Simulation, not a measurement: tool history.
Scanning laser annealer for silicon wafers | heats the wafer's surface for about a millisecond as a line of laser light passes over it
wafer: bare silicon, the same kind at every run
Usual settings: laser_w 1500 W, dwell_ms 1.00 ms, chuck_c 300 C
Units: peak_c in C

run 1 hour=0.0 | laser_w=1500 dwell_ms=1.00 chuck_c=300 | peak_c=989
run 2 hour=32.5 | laser_w=1500 dwell_ms=1.22 chuck_c=300 | peak_c=1067
run 3 hour=51.3 | laser_w=1500 dwell_ms=1.22 chuck_c=300 | peak_c=1064
run 4 hour=79.7 | laser_w=1500 dwell_ms=1.00 chuck_c=300 | peak_c=987
run 5 hour=109.1 | laser_w=1500 dwell_ms=1.00 chuck_c=300 | peak_c=985
run 6 hour=133.7 | laser_w=1484 dwell_ms=1.00 chuck_c=300 | peak_c=980
run 7 hour=148.8 | laser_w=1484 dwell_ms=1.00 chuck_c=300 | peak_c=978
run 8 hour=169.6 | laser_w=1484 dwell_ms=1.00 chuck_c=300 | peak_c=977
run 9 hour=193.5 | laser_w=1550 dwell_ms=1.00 chuck_c=300 | peak_c=1012
run 10 hour=207.9 | laser_w=1550 dwell_ms=1.00 chuck_c=300 | peak_c=1009
run 11 hour=238.1 | laser_w=1550 dwell_ms=1.00 chuck_c=300 | peak_c=1009
run 12 hour=268.6 | laser_w=1550 dwell_ms=1.17 chuck_c=324 | peak_c=1095
run 13 hour=285.4 | laser_w=1550 dwell_ms=1.00 chuck_c=266 | peak_c=977
run 14 hour=306.1 | laser_w=1301 dwell_ms=1.12 chuck_c=300 | peak_c=909
run 15 hour=327.8 | laser_w=1301 dwell_ms=0.71 chuck_c=283 | peak_c=761
run 16 hour=355.4 | laser_w=1560 dwell_ms=0.71 chuck_c=266 | peak_c=858
run 17 hour=372.3 | laser_w=1389 dwell_ms=1.00 chuck_c=311 | peak_c=932
run 18 hour=396.4 | laser_w=1622 dwell_ms=0.75 chuck_c=272 | peak_c=909
run 19 hour=409.7 | laser_w=1323 dwell_ms=0.75 chuck_c=272 | peak_c=772
run 20 hour=424.6 | laser_w=1416 dwell_ms=0.75 chuck_c=329 | peak_c=868
run 21 hour=441.7 | laser_w=1416 dwell_ms=0.91 chuck_c=329 | peak_c=932

Taken out of this log: 1 entry between the listed runs. Where each belongs, and how the hidden state differs across it:
Between runs 13 and 14: laser's power meter calibrated (hour 291.2)
  light that passes the window, % of a clean one's: 99.12 -> 99.08; laser's true power over the reading, %: -0.46 -> -0.7; width of the line over the set one, %: 1.71 -> 1.74
  measured less the result without the state, peak_c: -19 -> -19 C

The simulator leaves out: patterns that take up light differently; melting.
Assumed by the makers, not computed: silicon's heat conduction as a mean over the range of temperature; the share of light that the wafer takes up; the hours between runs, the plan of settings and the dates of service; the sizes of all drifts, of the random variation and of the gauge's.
